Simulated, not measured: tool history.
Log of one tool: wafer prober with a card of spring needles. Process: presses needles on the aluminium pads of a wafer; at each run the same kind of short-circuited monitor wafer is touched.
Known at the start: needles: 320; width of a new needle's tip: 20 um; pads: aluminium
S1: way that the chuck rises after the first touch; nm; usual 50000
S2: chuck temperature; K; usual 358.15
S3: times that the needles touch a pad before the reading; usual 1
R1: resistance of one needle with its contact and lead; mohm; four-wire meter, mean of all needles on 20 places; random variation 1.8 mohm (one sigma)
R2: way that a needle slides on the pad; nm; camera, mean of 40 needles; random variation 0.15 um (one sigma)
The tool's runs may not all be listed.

{"run": 1, "day": 0.0, "S1": 50000, "S2": 358.15, "S3": 1, "R1": 183, "R2": 13880}
{"day": 0.129, "done": "tips cleaned on abrasive film"}
{"day": 0.379, "done": "tips cleaned on abrasive film"}
{"day": 0.696, "done": "tips cleaned on abrasive film"}
{"day": 1.012, "done": "tips cleaned on abrasive film"}
{"day": 1.262, "done": "tips cleaned on abrasive film"}
{"day": 1.579, "done": "tips cleaned on abrasive film"}
{"day": 1.896, "done": "tips cleaned on abrasive film"}
{"day": 2.208, "done": "tips cleaned on abrasive film"}
{"day": 2.525, "done": "tips cleaned on abrasive film"}
{"day": 2.838, "done": "tips cleaned on abrasive film"}
{"run": 2, "day": 2.908, "S1": 50000, "S2": 358.15, "S3": 1, "R1": 176, "R2": 13670}
{"day": 3.096, "done": "tips cleaned on abrasive film"}
{"day": 3.35, "done": "tips cleaned on abrasive film"}
{"day": 3.667, "done": "tips cleaned on abrasive film"}
{"day": 3.917, "done": "tips cleaned on abrasive film"}
{"day": 4.233, "done": "tips cleaned on abrasive film"}
{"day": 4.488, "done": "tips cleaned on abrasive film"}
{"day": 4.8, "done": "tips cleaned on abrasive film"}
{"day": 5.117, "done": "tips cleaned on abrasive film"}
{"day": 5.429, "done": "tips cleaned on abrasive film"}
{"day": 5.683, "done": "tips cleaned on abrasive film"}
{"day": 6.0, "done": "tips cleaned on abrasive film"}
{"day": 6.25, "done": "tips cleaned on abrasive film"}
{"run": 3, "day": 6.325, "S1": 50000, "S2": 358.15, "S3": 1, "R1": 182, "R2": 13470}
{"day": 6.517, "done": "tips cleaned on abrasive film"}
{"day": 6.771, "done": "tips cleaned on abrasive film"}
{"day": 7.083, "done": "tips cleaned on abrasive film"}
{"day": 7.4, "done": "tips cleaned on abrasive film"}
{"day": 7.6, "done": "height of the first contact set anew"}
{"day": 7.662, "done": "tips cleaned on abrasive film"}
{"day": 7.979, "done": "tips cleaned on abrasive film"}
{"day": 8.233, "done": "tips cleaned on abrasive film"}
{"day": 8.483, "done": "tips cleaned on abrasive film"}
{"run": 4, "day": 8.617, "S1": 50000, "S2": 358.15, "S3": 2, "R1": 182, "R2": 13680}
{"day": 8.746, "done": "tips cleaned on abrasive film"}
{"day": 9.062, "done": "tips cleaned on abrasive film"}
{"day": 9.375, "done": "tips cleaned on abrasive film"}
{"day": 9.629, "done": "tips cleaned on abrasive film"}
{"day": 9.879, "done": "tips cleaned on abrasive film"}
{"day": 10.196, "done": "tips cleaned on abrasive film"}
{"day": 10.45, "done": "tips cleaned on abrasive film"}
{"day": 10.762, "done": "tips cleaned on abrasive film"}
{"day": 11.079, "done": "tips cleaned on abrasive film"}
{"day": 11.333, "done": "tips cleaned on abrasive film"}
{"day": 11.583, "done": "tips cleaned on abrasive film"}
{"day": 11.838, "done": "tips cleaned on abrasive film"}
{"day": 12.154, "done": "tips cleaned on abrasive film"}
{"run": 5, "day": 12.296, "S1": 50000, "S2": 358.15, "S3": 2, "R1": 181, "R2": 13830}
{"day": 12.425, "done": "tips cleaned on abrasive film"}
{"day": 12.679, "done": "tips cleaned on abrasive film"}
{"day": 12.992, "done": "tips cleaned on abrasive film"}
{"day": 13.308, "done": "tips cleaned on abrasive film"}
{"day": 13.621, "done": "tips cleaned on abrasive film"}
{"day": 13.875, "done": "tips cleaned on abrasive film"}
{"day": 14.192, "done": "tips cleaned on abrasive film"}
{"day": 14.504, "done": "tips cleaned on abrasive film"}
{"day": 14.796, "done": "tips cleaned on abrasive film"}
{"run": 6, "day": 14.796, "S1": 50000, "S2": 358.15, "S3": 2, "R1": 178, "R2": 13690}
{"day": 15.05, "done": "tips cleaned on abrasive film"}
{"day": 15.362, "done": "tips cleaned on abrasive film"}
{"day": 15.679, "done": "tips cleaned on abrasive film"}
{"day": 15.933, "done": "tips cleaned on abrasive film"}
{"day": 16.246, "done": "tips cleaned on abrasive film"}
{"day": 16.5, "done": "tips cleaned on abrasive film"}
{"day": 16.817, "done": "tips cleaned on abrasive film"}
{"run": 7, "day": 17.038, "S1": 50000, "S2": 307.15, "S3": 1, "R1": 166, "R2": 13760}
{"day": 17.104, "done": "tips cleaned on abrasive film"}
{"day": 17.358, "done": "tips cleaned on abrasive film"}
{"day": 17.675, "done": "tips cleaned on abrasive film"}
{"day": 17.988, "done": "tips cleaned on abrasive film"}
{"day": 18.242, "done": "tips cleaned on abrasive film"}
{"day": 18.496, "done": "tips cleaned on abrasive film"}
{"day": 18.808, "done": "tips cleaned on abrasive film"}
{"day": 19.125, "done": "tips cleaned on abrasive film"}
{"day": 19.438, "done": "tips cleaned on abrasive film"}
{"day": 19.692, "done": "tips cleaned on abrasive film"}
{"day": 20.008, "done": "tips cleaned on abrasive film"}
{"day": 20.321, "done": "tips cleaned on abrasive film"}
{"day": 20.638, "done": "tips cleaned on abrasive film"}
{"run": 8, "day": 20.704, "S1": 50000, "S2": 307.15, "S3": 1, "R1": 166, "R2": 13850}
{"day": 20.896, "done": "tips cleaned on abrasive film"}
{"day": 21.15, "done": "tips cleaned on abrasive film"}
{"day": 21.462, "done": "tips cleaned on abrasive film"}
{"day": 21.779, "done": "tips cleaned on abrasive film"}
{"day": 22.029, "done": "tips cleaned on abrasive film"}
{"day": 22.346, "done": "tips cleaned on abrasive film"}
{"day": 22.6, "done": "tips cleaned on abrasive film"}
{"day": 22.912, "done": "tips cleaned on abrasive film"}
{"day": 23.229, "done": "tips cleaned on abrasive film"}
{"day": 23.483, "done": "tips cleaned on abrasive film"}
{"day": 23.762, "done": "tips cleaned on abrasive film"}
{"run": 9, "day": 23.762, "S1": 50000, "S2": 307.15, "S3": 1, "R1": 170, "R2": 14060}
{"day": 24.017, "done": "tips cleaned on abrasive film"}
{"day": 24.329, "done": "tips cleaned on abrasive film"}
{"day": 24.646, "done": "tips cleaned on abrasive film"}
{"day": 24.9, "done": "tips cleaned on abrasive film"}
{"day": 25.15, "done": "tips cleaned on abrasive film"}
{"day": 25.467, "done": "tips cleaned on abrasive film"}
{"day": 25.729, "done": "tips cleaned on abrasive film"}
{"run": 10, "day": 25.729, "S1": 50000, "S2": 307.15, "S3": 1, "R1": 170, "R2": 13770}
{"day": 26.042, "done": "tips cleaned on abrasive film"}
{"day": 26.296, "done": "tips cleaned on abrasive film"}
{"day": 26.796, "done": "card fitted with new needles"}
{"day": 27.112, "done": "tips cleaned on abrasive film"}
{"day": 27.362, "done": "tips cleaned on abrasive film"}
{"day": 27.679, "done": "tips cleaned on abrasive film"}
{"day": 27.933, "done": "tips cleaned on abrasive film"}
{"day": 28.246, "done": "tips cleaned on abrasive film"}
{"run": 11, "day": 28.471, "S1": 61000, "S2": 358.15, "S3": 1, "R1": 177, "R2": 16620}
{"day": 28.533, "done": "tips cleaned on abrasive film"}
{"day": 28.788, "done": "tips cleaned on abrasive film"}
{"day": 29.104, "done": "tips cleaned on abrasive film"}
{"day": 29.354, "done": "tips cleaned on abrasive film"}
{"day": 29.671, "done": "tips cleaned on abrasive film"}
{"day": 29.925, "done": "tips cleaned on abrasive film"}
{"day": 30.175, "done": "tips cleaned on abrasive film"}
{"day": 30.429, "done": "tips cleaned on abrasive film"}
{"day": 30.746, "done": "tips cleaned on abrasive film"}
{"day": 31.058, "done": "tips cleaned on abrasive film"}
{"run": 12, "day": 31.179, "S1": 61000, "S2": 358.15, "S3": 1, "R1": 177, "R2": 16720}

The next listed run, before its measurement:
{"day": 31.367, "done": "tips cleaned on abrasive film"}
{"day": 31.621, "done": "tips cleaned on abrasive film"}
{"day": 31.938, "done": "tips cleaned on abrasive film"}
{"day": 32.188, "done": "tips cleaned on abrasive film"}
{"day": 32.504, "done": "tips cleaned on abrasive film"}
{"day": 32.821, "done": "tips cleaned on abrasive film"}
{"day": 33.071, "done": "tips cleaned on abrasive film"}
{"day": 33.388, "done": "tips cleaned on abrasive film"}
{"day": 33.642, "done": "tips cleaned on abrasive film"}
{"day": 33.892, "done": "tips cleaned on abrasive film"}
{"day": 34.208, "done": "tips cleaned on abrasive film"}
{"run": 13, "day": 34.292, "S1": 61000, "S2": 358.15, "S3": 1, "R1": "?", "R2": "?"}

Run 13 gave R1 176 mohm, R2 16650 nm.
Without the tool's hidden state the same run would have given R1 176 mohm, R2 16660 nm.
